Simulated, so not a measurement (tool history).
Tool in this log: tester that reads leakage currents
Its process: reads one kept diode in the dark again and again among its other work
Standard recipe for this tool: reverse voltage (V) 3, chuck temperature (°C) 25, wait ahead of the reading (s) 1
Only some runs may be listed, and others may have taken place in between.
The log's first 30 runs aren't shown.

run	hour	reverse voltage (V)	chuck temperature (°C)	wait ahead of the reading (s)	current that the tester gives (pA)
31	2336.6	1.41	25	2.83	14.45
32	2416.5	1.41	33	0.51	29.83
33	2468.1	3	23	4.13	17.38
34	2562.2	17.04	22	1	44.55
35	2672.3	7.89	56	3.25	405.15
36	2749	7.37	25	0.69	34.92
37	2845.1	3.29	32	3.01	38.94
38	2933.9	4.14	54	0.43	262.89
39	3032.8	4.14	54	0.43	261.04
40	3110.1	3	25	4.7	20.59
41	3208.7	12.27	25	1.6	45.76

Alternative continuations, all from the tool just after run 41; predict every row:
A	3302.9	3	25	2.73	?
B	3302.9	7.63	25	1.58	?
C	3302.9	12.27	31	1.6	?

run	current that the tester gives (pA)
A	20.91
B	35.14
C	69.75
Had the tool no hidden state, the same runs would have come out as:
run	current that the tester gives (pA)
A	19.84
B	30.17
C	63.19

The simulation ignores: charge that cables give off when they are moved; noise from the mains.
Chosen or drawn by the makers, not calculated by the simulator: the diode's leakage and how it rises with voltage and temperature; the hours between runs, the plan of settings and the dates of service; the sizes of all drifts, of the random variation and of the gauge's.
